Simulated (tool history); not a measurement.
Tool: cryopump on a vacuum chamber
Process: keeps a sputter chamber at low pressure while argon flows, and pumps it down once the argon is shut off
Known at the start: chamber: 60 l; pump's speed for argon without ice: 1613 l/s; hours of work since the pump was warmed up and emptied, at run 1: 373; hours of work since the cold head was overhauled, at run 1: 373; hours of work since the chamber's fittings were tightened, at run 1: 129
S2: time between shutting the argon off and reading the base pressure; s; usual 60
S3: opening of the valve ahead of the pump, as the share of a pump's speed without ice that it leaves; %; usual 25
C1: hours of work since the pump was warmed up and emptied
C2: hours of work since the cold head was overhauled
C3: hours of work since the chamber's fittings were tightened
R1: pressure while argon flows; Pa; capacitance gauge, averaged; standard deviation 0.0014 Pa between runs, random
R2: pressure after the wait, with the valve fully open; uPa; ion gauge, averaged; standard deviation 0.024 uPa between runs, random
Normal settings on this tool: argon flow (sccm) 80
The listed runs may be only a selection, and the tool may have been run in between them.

run 1 hour=0.0 | argon_flow_(sccm)=80 S2=60 S3=25 | C1=373 C2=373 C3=129 | R1=0.3415 R2=0.98
run 2 hour=28.2 | argon_flow_(sccm)=80 S2=60 S3=25 | C1=390 C2=390 C3=147 | R1=0.3410 R2=1.01
run 3 hour=54.3 | argon_flow_(sccm)=80 S2=60 S3=25 | C1=406 C2=406 C3=162 | R1=0.3430 R2=1.00
run 4 hour=91.9 | argon_flow_(sccm)=80 S2=60 S3=25 | C1=429 C2=429 C3=185 | R1=0.3441 R2=1.06
run 5 hour=119.9 | argon_flow_(sccm)=80 S2=60 S3=26 | C1=447 C2=447 C3=203 | R1=0.3339 R2=1.11
run 6 hour=158.5 | argon_flow_(sccm)=80 S2=60 S3=25 | C1=470 C2=470 C3=226 | R1=0.3426 R2=1.09
run 7 hour=174.9 | argon_flow_(sccm)=80 S2=60 S3=25 | C1=480 C2=480 C3=236 | R1=0.3444 R2=1.12
run 8 hour=191.5 | argon_flow_(sccm)=80 S2=60 S3=25 | C1=490 C2=490 C3=246 | R1=0.3440 R2=1.12
run 9 hour=228.5 | argon_flow_(sccm)=80 S2=60 S3=25 | C1=513 C2=513 C3=269 | R1=0.3454 R2=1.16
run 10 hour=257.1 | argon_flow_(sccm)=80 S2=161 S3=25 | C1=531 C2=531 C3=287 | R1=0.3440 R2=0.78
run 11 hour=289.4 | argon_flow_(sccm)=80 S2=90 S3=25 | C1=550 C2=550 C3=306 | R1=0.3457 R2=0.97
run 12 hour=309.1 | argon_flow_(sccm)=43 S2=60 S3=25 | C1=562 C2=562 C3=319 | R1=0.1870 R2=1.23
run 13 hour=332.4 | argon_flow_(sccm)=43 S2=60 S3=25 | C1=577 C2=577 C3=333 | R1=0.1870 R2=1.22
-- hour=347.8 pump warmed up, emptied and cooled again
run 14 hour=364.3 | argon_flow_(sccm)=83 S2=60 S3=25 | C1=10 C2=593 C3=349 | R1=0.3486 R2=1.17
run 15 hour=398.6 | argon_flow_(sccm)=80 S2=60 S3=52 | C1=31 C2=614 C3=370 | R1=0.1617 R2=1.20
run 16 hour=415.2 | argon_flow_(sccm)=80 S2=24 S3=52 | C1=41 C2=624 C3=380 | R1=0.1624 R2=2.10
run 17 hour=448.6 | argon_flow_(sccm)=80 S2=24 S3=52 | C1=62 C2=645 C3=401 | R1=0.1629 R2=2.14
run 18 hour=471.4 | argon_flow_(sccm)=40 S2=77 S3=36 | C1=76 C2=659 C3=415 | R1=0.1180 R2=1.07
run 19 hour=504.0 | argon_flow_(sccm)=80 S2=82 S3=25 | C1=96 C2=679 C3=435 | R1=0.3385 R2=1.06
run 20 hour=539.7 | argon_flow_(sccm)=80 S2=82 S3=25 | C1=117 C2=701 C3=457 | R1=0.3354 R2=1.12
run 21 hour=570.5 | argon_flow_(sccm)=80 S2=82 S3=25 | C1=136 C2=719 C3=475 | R1=0.3391 R2=1.09
run 22 hour=596.7 | argon_flow_(sccm)=80 S2=24 S3=49 | C1=152 C2=735 C3=492 | R1=0.1753 R2=2.32
run 23 hour=615.6 | argon_flow_(sccm)=80 S2=41 S3=39 | C1=164 C2=747 C3=503 | R1=0.2189 R2=1.62
run 24 hour=653.1 | argon_flow_(sccm)=80 S2=41 S3=39 | C1=187 C2=770 C3=526 | R1=0.2179 R2=1.65
run 25 hour=672.4 | argon_flow_(sccm)=92 S2=60 S3=25 | C1=199 C2=782 C3=538 | R1=0.3888 R2=1.36
run 26 hour=689.4 | argon_flow_(sccm)=92 S2=60 S3=25 | C1=209 C2=792 C3=548 | R1=0.3900 R2=1.41
run 27 hour=721.3 | argon_flow_(sccm)=71 S2=68 S3=52 | C1=229 C2=812 C3=568 | R1=0.1469 R2=1.31
run 28 hour=749.2 | argon_flow_(sccm)=129 S2=160 S3=24 | C1=246 C2=829 C3=585 | R1=0.5697 R2=1.00
run 29 hour=783.3 | argon_flow_(sccm)=129 S2=160 S3=24 | C1=267 C2=850 C3=606 | R1=0.5732 R2=1.05
run 30 hour=813.8 | argon_flow_(sccm)=129 S2=160 S3=24 | C1=285 C2=868 C3=624 | R1=0.5741 R2=1.04
run 31 hour=836.2 | argon_flow_(sccm)=140 S2=60 S3=53 | C1=299 C2=882 C3=638 | R1=0.2872 R2=1.52
run 32 hour=852.0 | argon_flow_(sccm)=68 S2=66 S3=34 | C1=309 C2=892 C3=648 | R1=0.2162 R2=1.42
run 33 hour=869.4 | argon_flow_(sccm)=35 S2=277 S3=30 | C1=319 C2=902 C3=659 | R1=0.1258 R2=1.03
run 34 hour=894.4 | argon_flow_(sccm)=35 S2=277 S3=30 | C1=335 C2=918 C3=674 | R1=0.1253 R2=1.01

Alternative continuations, all from the tool just after run 34; predict every row:
run A hour=933.6 | argon_flow_(sccm)=80 S2=31 S3=51 | C1=359 C2=942 C3=698 | R1=? R2=?
run B hour=933.6 | argon_flow_(sccm)=80 S2=60 S3=41 | C1=359 C2=942 C3=698 | R1=? R2=?
run C hour=933.6 | argon_flow_(sccm)=35 S2=44 S3=30 | C1=359 C2=942 C3=698 | R1=? R2=?
run D hour=933.6 | argon_flow_(sccm)=80 S2=60 S3=28 | C1=359 C2=942 C3=698 | R1=? R2=?

run=A R1=0.1710 R2=2.12
run=B R1=0.2131 R2=1.52
run=C R1=0.1256 R2=1.79
run=D R1=0.3077 R2=1.52
Take away the tool's hidden state, keep each run's random variation, and the runs would have read:
run=A R1=0.1633 R2=1.40
run=B R1=0.2054 R2=0.81
run=C R1=0.1223 R2=1.07
run=D R1=0.3000 R2=0.82
